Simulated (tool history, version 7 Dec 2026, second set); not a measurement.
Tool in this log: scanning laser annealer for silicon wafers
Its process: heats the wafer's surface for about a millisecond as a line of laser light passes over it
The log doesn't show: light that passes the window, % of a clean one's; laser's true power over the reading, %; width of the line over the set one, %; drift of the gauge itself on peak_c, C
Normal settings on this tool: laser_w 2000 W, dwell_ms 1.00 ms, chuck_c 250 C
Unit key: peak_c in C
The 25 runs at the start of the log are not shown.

run	hour	laser_w	dwell_ms	chuck_c	hours of work since the window was cleaned	hours of work since the power meter was calibrated	hours of work since the optics were aligned	peak_c
26	1858.1	2131	1.00	250	612	3120	368	996
27	1932.6	2131	1.00	250	665	3173	421	992
28	2000.1	2050	1.00	235	713	3221	469	950
29	2056.7	2095	0.75	246	753	3261	509	863
30	2153.4	2154	0.84	274	821	3330	578	947
# hour 2181.7: window over the wafer cleaned
31	2253.0	2154	0.84	274	51	3399	647	976
32	2353.5	2051	0.82	215	122	3470	718	874
33	2426.7	1952	1.19	221	174	3522	770	997
34	2500.0	1863	1.20	250	226	3574	822	992
35	2557.2	1863	1.20	250	267	3615	863	990
36	2612.7	1863	1.20	250	306	3654	902	987
37	2706.4	2042	0.92	250	373	3721	969	940
38	2772.2	2000	1.15	284	419	3768	1016	1049
39	2855.9	1910	1.00	283	479	3827	1075	958
40	2951.0	1910	1.00	283	546	3895	1143	953
41	3028.7	1910	1.00	283	602	3950	1198	950

Below are 4 alternative next runs, each starting from the tool's condition after run 41. Predict each:
A	3090.3	2000	1.13	217	645	3994	1242	?
B	3090.3	2000	1.00	243	645	3994	1242	?
C	3090.3	1957	1.00	270	645	3994	1242	?
D	3090.3	1983	0.85	283	645	3994	1242	?

run	peak_c
A	960
B	938
C	952
D	913
What these runs would have given with no unlogged condition in the tool:
run	peak_c
A	1000
B	975
C	989
D	946
